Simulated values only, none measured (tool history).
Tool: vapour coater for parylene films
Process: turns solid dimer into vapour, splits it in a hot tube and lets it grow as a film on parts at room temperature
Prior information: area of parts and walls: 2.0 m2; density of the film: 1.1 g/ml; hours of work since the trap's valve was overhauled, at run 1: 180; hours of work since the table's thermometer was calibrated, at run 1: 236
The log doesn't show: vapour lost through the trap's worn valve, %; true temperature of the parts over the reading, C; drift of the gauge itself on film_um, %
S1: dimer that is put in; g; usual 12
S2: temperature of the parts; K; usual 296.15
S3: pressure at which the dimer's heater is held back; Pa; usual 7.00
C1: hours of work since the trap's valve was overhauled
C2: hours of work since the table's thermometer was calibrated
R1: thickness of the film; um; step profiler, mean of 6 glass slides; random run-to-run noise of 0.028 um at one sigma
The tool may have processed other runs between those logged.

run	hour	S1	S2	S3	C1	C2	R1
1	0.0	12	296.15	7.00	180	236	2.30
2	18.2	12	296.15	7.00	190	246	2.36
3	26.4	12	296.15	3.45	194	250	2.56
4	40.5	12	296.15	3.45	202	257	2.62
5	52.9	12	296.15	3.45	208	264	2.59
6	67.1	12	296.15	7.00	215	271	2.34
7	85.8	12	296.15	7.00	225	281	2.34
8	94.7	12	296.15	7.00	230	286	2.36
9	104.1	12	296.15	7.00	235	290	2.35
# hour 116.0: trap's valve overhauled
10	120.5	12	296.15	7.00	2	297	2.32
11	129.4	12	296.15	7.00	7	301	2.37
12	140.7	12	302.15	4.18	13	307	1.97
13	157.8	12	296.15	8.27	22	316	2.30
14	173.5	8	290.15	7.00	30	324	1.98
15	191.8	8	290.15	7.00	39	334	2.02
16	211.5	8	290.15	7.00	50	344	2.00
17	230.5	8	307.15	7.00	60	354	0.99
18	244.9	10	296.15	11.17	67	362	1.80
19	255.9	9	296.15	11.12	73	367	1.62
20	268.4	11	298.15	6.24	79	374	2.07
21	283.3	7	298.15	7.00	87	381	1.28
22	302.6	12	289.15	7.00	97	391	3.14

Here are 4 independent what-if runs from the current tool condition. What would each one return?
A	321.7	12	308.15	9.78	107	401	?
B	321.7	15	297.15	7.00	107	401	?
C	321.7	12	307.15	7.00	107	401	?
D	321.7	6	291.15	7.02	107	401	?

run	R1
A	1.37
B	2.81
C	1.51
D	1.45
The same runs, with their run-to-run variation unchanged, on a tool lacking any hidden condition would have given:
run	R1
A	1.37
B	2.82
C	1.51
D	1.45
